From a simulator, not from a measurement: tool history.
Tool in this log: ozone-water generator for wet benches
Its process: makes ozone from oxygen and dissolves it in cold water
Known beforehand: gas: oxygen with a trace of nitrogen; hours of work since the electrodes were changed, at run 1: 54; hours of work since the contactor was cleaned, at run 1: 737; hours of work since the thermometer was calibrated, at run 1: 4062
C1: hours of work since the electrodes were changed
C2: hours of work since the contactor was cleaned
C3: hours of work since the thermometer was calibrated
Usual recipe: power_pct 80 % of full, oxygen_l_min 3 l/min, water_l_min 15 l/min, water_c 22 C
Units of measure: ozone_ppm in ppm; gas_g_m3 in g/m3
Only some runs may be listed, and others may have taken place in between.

run 1 day=0 | power_pct=80 oxygen_l_min=3 water_l_min=15 water_c=22 | C1=54 C2=737 C3=4062 | ozone_ppm=17.1 gas_g_m3=186.9
run 2 day=3.112 | power_pct=80 oxygen_l_min=3 water_l_min=15 water_c=22 | C1=120 C2=803 C3=4128 | ozone_ppm=17.1 gas_g_m3=186
run 3 day=4.546 | power_pct=80 oxygen_l_min=3 water_l_min=15 water_c=22 | C1=150 C2=833 C3=4158 | ozone_ppm=17.5 gas_g_m3=186.8
run 4 day=6.067 | power_pct=80 oxygen_l_min=3 water_l_min=15 water_c=22 | C1=182 C2=865 C3=4190 | ozone_ppm=17.4 gas_g_m3=186.7
run 5 day=7.646 | power_pct=80 oxygen_l_min=3 water_l_min=15 water_c=16 | C1=215 C2=899 C3=4224 | ozone_ppm=18.7 gas_g_m3=187.3
run 6 day=9.521 | power_pct=80 oxygen_l_min=3 water_l_min=15 water_c=16 | C1=255 C2=938 C3=4263 | ozone_ppm=18.6 gas_g_m3=186.1
run 7 day=12.117 | power_pct=80 oxygen_l_min=2.85 water_l_min=15 water_c=22 | C1=310 C2=993 C3=4318 | ozone_ppm=17.4 gas_g_m3=191.4
run 8 day=14.988 | power_pct=80 oxygen_l_min=2.85 water_l_min=15 water_c=22 | C1=370 C2=1054 C3=4379 | ozone_ppm=17.3 gas_g_m3=189.9
run 9 day=16.754 | power_pct=80 oxygen_l_min=3 water_l_min=15 water_c=16 | C1=408 C2=1091 C3=4416 | ozone_ppm=18.8 gas_g_m3=186.1
run 10 day=18.533 | power_pct=80 oxygen_l_min=3 water_l_min=15 water_c=16 | C1=445 C2=1129 C3=4454 | ozone_ppm=18.6 gas_g_m3=186.8
run 11 day=19.929 | power_pct=80 oxygen_l_min=3 water_l_min=15 water_c=16 | C1=475 C2=1158 C3=4483 | ozone_ppm=18.9 gas_g_m3=185.7
run 12 day=21.725 | power_pct=80 oxygen_l_min=4.42 water_l_min=17 water_c=22 | C1=513 C2=1196 C3=4521 | ozone_ppm=16.4 gas_g_m3=156.3
run 13 day=24.446 | power_pct=61 oxygen_l_min=2.24 water_l_min=11 water_c=16 | C1=570 C2=1254 C3=4579 | ozone_ppm=19.7 gas_g_m3=182.6
run 14 day=26.188 | power_pct=61 oxygen_l_min=3.9 water_l_min=19 water_c=16 | C1=607 C2=1290 C3=4615 | ozone_ppm=13.6 gas_g_m3=139.6
run 15 day=27.688 | power_pct=61 oxygen_l_min=3.9 water_l_min=19 water_c=16 | C1=639 C2=1322 C3=4647 | ozone_ppm=13.7 gas_g_m3=141.5
run 16 day=31.125 | power_pct=47 oxygen_l_min=3.9 water_l_min=20 water_c=16 | C1=711 C2=1395 C3=4720 | ozone_ppm=11.2 gas_g_m3=121.4
run 17 day=33.046 | power_pct=54 oxygen_l_min=2.28 water_l_min=12 water_c=24 | C1=752 C2=1435 C3=4760 | ozone_ppm=15.4 gas_g_m3=170
run 18 day=36.5 | power_pct=69 oxygen_l_min=4.73 water_l_min=9 water_c=24 | C1=825 C2=1508 C3=4833 | ozone_ppm=21.1 gas_g_m3=137.7
-- day=37.933 water thermometer calibrated
run 19 day=38.488 | power_pct=86 oxygen_l_min=4.75 water_l_min=11 water_c=22 | C1=866 C2=1550 C3=12 | ozone_ppm=22.5 gas_g_m3=159.1
run 20 day=40.879 | power_pct=80 oxygen_l_min=1.76 water_l_min=18 water_c=27 | C1=917 C2=1600 C3=62 | ozone_ppm=12.6 gas_g_m3=240.1
run 21 day=43.071 | power_pct=80 oxygen_l_min=1.52 water_l_min=18 water_c=27 | C1=963 C2=1646 C3=109 | ozone_ppm=12.4 gas_g_m3=257.2
run 22 day=46.308 | power_pct=99 oxygen_l_min=2.42 water_l_min=15 water_c=22 | C1=1031 C2=1715 C3=177 | ozone_ppm=19 gas_g_m3=236.1

Each row is a separate what-if for the run after 22, all from the same tool condition, not one after another. Results?
run A day=49.062 | power_pct=59 oxygen_l_min=3 water_l_min=15 water_c=22 | C1=1089 C2=1773 C3=235 | ozone_ppm=? gas_g_m3=?
run B day=49.062 | power_pct=99 oxygen_l_min=2.42 water_l_min=12 water_c=22 | C1=1089 C2=1773 C3=235 | ozone_ppm=? gas_g_m3=?
run C day=49.062 | power_pct=99 oxygen_l_min=4.75 water_l_min=21 water_c=17 | C1=1089 C2=1773 C3=235 | ozone_ppm=? gas_g_m3=?
run D day=49.062 | power_pct=66 oxygen_l_min=2.17 water_l_min=11 water_c=22 | C1=1089 C2=1773 C3=235 | ozone_ppm=? gas_g_m3=?

run=A ozone_ppm=14.7 gas_g_m3=155.2
run=B ozone_ppm=23 gas_g_m3=234.3
run=C ozone_ppm=16.8 gas_g_m3=169.1
run=D ozone_ppm=19.1 gas_g_m3=194.3
With no hidden state in the tool, these same runs would have given:
run=A ozone_ppm=14.7 gas_g_m3=155.3
run=B ozone_ppm=23 gas_g_m3=234.4
run=C ozone_ppm=16.8 gas_g_m3=169.2
run=D ozone_ppm=19.1 gas_g_m3=194.4
